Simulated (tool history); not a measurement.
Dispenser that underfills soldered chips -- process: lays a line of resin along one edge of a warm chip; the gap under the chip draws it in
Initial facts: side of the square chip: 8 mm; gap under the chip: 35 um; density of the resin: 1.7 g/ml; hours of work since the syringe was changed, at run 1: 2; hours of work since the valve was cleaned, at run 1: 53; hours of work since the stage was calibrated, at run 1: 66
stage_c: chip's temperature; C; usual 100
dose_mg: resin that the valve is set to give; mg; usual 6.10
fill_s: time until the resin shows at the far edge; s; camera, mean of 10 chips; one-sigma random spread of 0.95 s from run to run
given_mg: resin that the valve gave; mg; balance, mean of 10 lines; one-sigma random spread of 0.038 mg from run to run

run	hour	stage_c	dose_mg	hours of work since the syringe was changed	hours of work since the valve was cleaned	hours of work since the stage was calibrated	fill_s	given_mg
1	0.0	100	6.10	2	53	66	97.2	5.81
# hour 2.6: dispensing valve cleaned and set on the balance
2	6.1	100	5.84	6	3	70	114.2	5.85
# hour 7.8: new syringe of resin
3	11.0	100	7.79	2	6	74	96.9	7.82
# hour 17.5: new syringe of resin
4	18.6	100	7.79	1	12	79	91.2	7.65
# hour 27.4: new syringe of resin
5	28.0	102	7.79	1	19	86	84.0	7.68
# hour 37.0: new syringe of resin
6	38.4	102	5.45	1	26	94	90.7	5.34
# hour 46.4: new syringe of resin
7	49.3	102	5.45	2	35	102	94.6	5.28
# hour 56.0: new syringe of resin
8	60.3	102	5.45	3	43	110	98.0	5.26
# hour 65.3: new syringe of resin
9	69.7	102	5.45	3	50	117	97.6	5.16
# hour 74.8: new syringe of resin
# hour 78.2: dispensing valve cleaned and set on the balance
10	80.6	92	6.10	4	2	124	126.0	6.13
# hour 85.4: new syringe of resin
11	89.6	92	6.10	3	8	131	125.5	6.06
# hour 94.9: new syringe of resin
12	96.8	92	6.10	1	14	136	116.4	6.01
13	102.8	92	6.10	6	18	141	136.4	6.03
# hour 105.1: new syringe of resin
14	113.2	92	6.10	6	26	149	139.5	5.94
# hour 114.7: new syringe of resin
# hour 124.0: new syringe of resin
15	124.0	92	6.10	0	34	156	107.5	5.99
16	130.6	92	6.10	5	39	161	130.9	5.89
# hour 133.9: new syringe of resin
17	135.4	92	6.10	1	42	165	114.3	5.87
# hour 143.3: new syringe of resin
18	146.2	97	6.31	2	50	173	105.5	6.04
# hour 152.9: dispensing valve cleaned and set on the balance
# hour 154.1: new syringe of resin
19	157.5	97	6.31	3	3	181	104.7	6.36
20	162.7	92	6.08	7	7	185	141.1	6.07
# hour 163.7: new syringe of resin
21	168.1	93	5.64	3	11	188	125.6	5.59
# hour 173.1: new syringe of resin
22	178.0	93	5.64	4	19	196	121.1	5.51
# hour 182.6: new syringe of resin
23	186.2	105	7.07	3	25	202	85.7	6.91
# hour 192.6: new syringe of resin
24	196.6	114	6.10	3	32	209	69.5	5.94
# hour 202.3: new syringe of resin
25	205.5	88	5.61	2	39	216	133.8	5.45
# hour 211.7: new syringe of resin
26	215.6	87	6.07	3	46	224	137.0	5.85
# hour 221.1: new syringe of resin
27	225.1	87	5.57	3	53	231	142.2	5.32
# hour 228.1: dispensing valve cleaned and set on the balance
# hour 231.5: new syringe of resin
28	234.9	92	6.14	3	5	237	118.7	6.10
# hour 240.8: new syringe of resin
29	243.0	92	6.14	2	11	243	111.5	5.98

Subtracting, for every run, the result it would have given without the tool's unlogged condition from the measured result gives the following. The same run-to-run variation enters both numbers; the gauge's scatter may not:
Hidden conditions of the tool in this case: resin's viscosity, % of fresh resin's; dose that the valve gives, % of what is set; true chip temperature over the reading, C; drift of the gauge itself on fill_s, %; drift of the gauge itself on given_mg, %.
run	fill_s	given_mg
1	+6.0	-0.29
2	+20.7	-0.02
3	+6.5	-0.04
4	+0.9	-0.08
5	+0.4	-0.14
6	+2.8	-0.13
7	+6.9	-0.17
8	+10.8	-0.22
9	+10.6	-0.25
10	+14.7	+0.01
11	+13.1	-0.03
12	+4.7	-0.06
13	+25.8	-0.09
14	+29.1	-0.13
15	-3.7	-0.17
16	+18.5	-0.20
17	+2.7	-0.21
18	+8.0	-0.27
19	+7.5	+0.00
20	+27.9	-0.02
21	+14.3	-0.04
22	+12.3	-0.07
23	+7.4	-0.14
24	+6.2	-0.17
25	+9.0	-0.18
26	+10.5	-0.25
27	+12.1	-0.26
28	+7.0	-0.03
29	+1.6	-0.07
